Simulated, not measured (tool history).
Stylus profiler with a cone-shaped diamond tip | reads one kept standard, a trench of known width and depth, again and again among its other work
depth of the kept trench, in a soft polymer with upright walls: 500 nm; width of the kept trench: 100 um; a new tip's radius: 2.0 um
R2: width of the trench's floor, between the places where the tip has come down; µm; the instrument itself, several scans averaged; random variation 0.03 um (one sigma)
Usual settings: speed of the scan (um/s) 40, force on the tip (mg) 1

{"run": 1, "hour": 0.0, "speed of the scan (um/s)": 40, "force on the tip (mg)": 1, "depth of the trench (Å)": 5030.2, "R2": 97.04}
{"run": 2, "hour": 32.4, "speed of the scan (um/s)": 40, "force on the tip (mg)": 1, "depth of the trench (Å)": 5032, "R2": 97.06}
{"run": 3, "hour": 68.8, "speed of the scan (um/s)": 40, "force on the tip (mg)": 1, "depth of the trench (Å)": 5034.2, "R2": 97.06}
{"run": 4, "hour": 111.4, "speed of the scan (um/s)": 40, "force on the tip (mg)": 1, "depth of the trench (Å)": 5031.8, "R2": 97}
{"run": 5, "hour": 151.2, "speed of the scan (um/s)": 40, "force on the tip (mg)": 1, "depth of the trench (Å)": 5033.4, "R2": 97.04}
{"run": 6, "hour": 196.5, "speed of the scan (um/s)": 40, "force on the tip (mg)": 1, "depth of the trench (Å)": 5033.2, "R2": 97}
{"run": 7, "hour": 237.3, "speed of the scan (um/s)": 40, "force on the tip (mg)": 0.78, "depth of the trench (Å)": 5030.6, "R2": 96.9}
{"run": 8, "hour": 279.9, "speed of the scan (um/s)": 40, "force on the tip (mg)": 0.78, "depth of the trench (Å)": 5031, "R2": 96.95}
{"run": 9, "hour": 316.6, "speed of the scan (um/s)": 40, "force on the tip (mg)": 1, "depth of the trench (Å)": 5035.4, "R2": 97.03}
{"run": 10, "hour": 351.0, "speed of the scan (um/s)": 40, "force on the tip (mg)": 1, "depth of the trench (Å)": 5036.2, "R2": 96.95}
{"run": 11, "hour": 391.7, "speed of the scan (um/s)": 11, "force on the tip (mg)": 1, "depth of the trench (Å)": 5037.6, "R2": 97.14}
{"run": 12, "hour": 430.7, "speed of the scan (um/s)": 40, "force on the tip (mg)": 2.06, "depth of the trench (Å)": 5056.8, "R2": 97.02}
{"run": 13, "hour": 452.1, "speed of the scan (um/s)": 40, "force on the tip (mg)": 1, "depth of the trench (Å)": 5036.1, "R2": 96.89}
{"run": 14, "hour": 493.0, "speed of the scan (um/s)": 40, "force on the tip (mg)": 1, "depth of the trench (Å)": 5037.3, "R2": 96.87}
{"run": 15, "hour": 538.3, "speed of the scan (um/s)": 40, "force on the tip (mg)": 1, "depth of the trench (Å)": 5040, "R2": 96.88}
{"run": 16, "hour": 560.6, "speed of the scan (um/s)": 40, "force on the tip (mg)": 1, "depth of the trench (Å)": 5038.6, "R2": 96.9}
{"run": 17, "hour": 584.3, "speed of the scan (um/s)": 40, "force on the tip (mg)": 1, "depth of the trench (Å)": 5037.3, "R2": 96.84}
{"run": 18, "hour": 612.9, "speed of the scan (um/s)": 40, "force on the tip (mg)": 1, "depth of the trench (Å)": 5040.2, "R2": 96.83}
{"run": 19, "hour": 646.7, "speed of the scan (um/s)": 148, "force on the tip (mg)": 1, "depth of the trench (Å)": 5039.5, "R2": 96.24}
{"run": 20, "hour": 677.5, "speed of the scan (um/s)": 148, "force on the tip (mg)": 1, "depth of the trench (Å)": 5041.1, "R2": 96.26}
{"run": 21, "hour": 720.0, "speed of the scan (um/s)": 40, "force on the tip (mg)": 1, "depth of the trench (Å)": 5038.7, "R2": 96.81}
{"run": 22, "hour": 755.7, "speed of the scan (um/s)": 40, "force on the tip (mg)": 1, "depth of the trench (Å)": 5041.5, "R2": 96.85}
{"run": 23, "hour": 798.5, "speed of the scan (um/s)": 40, "force on the tip (mg)": 1, "depth of the trench (Å)": 5043.6, "R2": 96.81}
{"run": 24, "hour": 832.0, "speed of the scan (um/s)": 40, "force on the tip (mg)": 1, "depth of the trench (Å)": 5041, "R2": 96.83}
{"run": 25, "hour": 854.6, "speed of the scan (um/s)": 40, "force on the tip (mg)": 1, "depth of the trench (Å)": 5044.5, "R2": 96.7}
{"hour": 858.8, "done": "height scale calibrated on a step standard"}
{"run": 26, "hour": 881.8, "speed of the scan (um/s)": 62, "force on the tip (mg)": 1, "depth of the trench (Å)": 5046.4, "R2": 96.62}
{"run": 27, "hour": 915.2, "speed of the scan (um/s)": 42, "force on the tip (mg)": 1.51, "depth of the trench (Å)": 5060.8, "R2": 96.74}
{"hour": 933.2, "done": "height scale calibrated on a step standard, once more"}
{"run": 28, "hour": 955.3, "speed of the scan (um/s)": 157, "force on the tip (mg)": 1.03, "depth of the trench (Å)": 5030.6, "R2": 96.1}
{"run": 29, "hour": 976.9, "speed of the scan (um/s)": 86, "force on the tip (mg)": 0.46, "depth of the trench (Å)": 5016.2, "R2": 96.26}
{"run": 30, "hour": 1013.0, "speed of the scan (um/s)": 131, "force on the tip (mg)": 0.46, "depth of the trench (Å)": 5017.9, "R2": 95.91}
{"run": 31, "hour": 1034.1, "speed of the scan (um/s)": 131, "force on the tip (mg)": 1.04, "depth of the trench (Å)": 5031.4, "R2": 96.24}
{"run": 32, "hour": 1068.7, "speed of the scan (um/s)": 131, "force on the tip (mg)": 1.04, "depth of the trench (Å)": 5030.2, "R2": 96.24}
{"run": 33, "hour": 1102.2, "speed of the scan (um/s)": 41, "force on the tip (mg)": 0.41, "depth of the trench (Å)": 5014.6, "R2": 96.54}
{"run": 34, "hour": 1128.8, "speed of the scan (um/s)": 12, "force on the tip (mg)": 0.47, "depth of the trench (Å)": 5019.2, "R2": 96.8}
{"run": 35, "hour": 1155.0, "speed of the scan (um/s)": 74, "force on the tip (mg)": 1.64, "depth of the trench (Å)": 5043, "R2": 96.64}
{"run": 36, "hour": 1186.0, "speed of the scan (um/s)": 99, "force on the tip (mg)": 0.69, "depth of the trench (Å)": 5021.8, "R2": 96.24}
{"run": 37, "hour": 1229.8, "speed of the scan (um/s)": 157, "force on the tip (mg)": 1.82, "depth of the trench (Å)": 5045.8, "R2": 96.26}
{"run": 38, "hour": 1268.6, "speed of the scan (um/s)": 157, "force on the tip (mg)": 1.82, "depth of the trench (Å)": 5044.3, "R2": 96.25}
{"run": 39, "hour": 1311.2, "speed of the scan (um/s)": 14, "force on the tip (mg)": 2.72, "depth of the trench (Å)": 5061.5, "R2": 96.78}
{"run": 40, "hour": 1331.9, "speed of the scan (um/s)": 73, "force on the tip (mg)": 0.53, "depth of the trench (Å)": 5023.8, "R2": 96.3}
{"run": 41, "hour": 1368.9, "speed of the scan (um/s)": 73, "force on the tip (mg)": 0.53, "depth of the trench (Å)": 5023.2, "R2": 96.31}
{"run": 42, "hour": 1393.1, "speed of the scan (um/s)": 36, "force on the tip (mg)": 0.65, "depth of the trench (Å)": 5028.3, "R2": 96.63}
{"run": 43, "hour": 1412.1, "speed of the scan (um/s)": 34, "force on the tip (mg)": 0.54, "depth of the trench (Å)": 5023, "R2": 96.52}
{"run": 44, "hour": 1457.2, "speed of the scan (um/s)": 46, "force on the tip (mg)": 2.95, "depth of the trench (Å)": 5066.3, "R2": 96.63}
{"run": 45, "hour": 1501.8, "speed of the scan (um/s)": 46, "force on the tip (mg)": 2.95, "depth of the trench (Å)": 5066.2, "R2": 96.62}
{"run": 46, "hour": 1545.7, "speed of the scan (um/s)": 88, "force on the tip (mg)": 0.83, "depth of the trench (Å)": 5032.6, "R2": 96.29}

Some steps in depth of the trench (Å) between neighbouring runs. How much of each would the tool show without its hidden state too (settings, what came in, random variation), and how much is left for the hidden state, with any gauge scatter that isn't in both results?
The hidden state here: radius of the tip, um; height scale over the true one, %; drift of the gauge itself on depth_nm, %; drift of the gauge itself on floor_um, %.
Run 25 -> 26: speed of the scan (um/s) 40 -> 62, height scale calibrated on a step standard. depth of the trench (Å) +1.9: hidden state +6.7, all else -4.8.
Run 27 -> 28: speed of the scan (um/s) 42 -> 157, force on the tip (mg) 1.51 -> 1.03, height scale calibrated on a step standard, once more. depth of the trench (Å) -30.2: hidden state -21.1, all else -9.1.
Run 39 -> 40: speed of the scan (um/s) 14 -> 73, force on the tip (mg) 2.72 -> 0.53. depth of the trench (Å) -37.7: hidden state +0.2, all else -37.9.
Run 43 -> 44: speed of the scan (um/s) 34 -> 46, force on the tip (mg) 0.54 -> 2.95. depth of the trench (Å) +43.3: hidden state +0.7, all else +42.6.
Run 45 -> 46: speed of the scan (um/s) 46 -> 88, force on the tip (mg) 2.95 -> 0.83. depth of the trench (Å) -33.6: hidden state +0.5, all else -34.1.
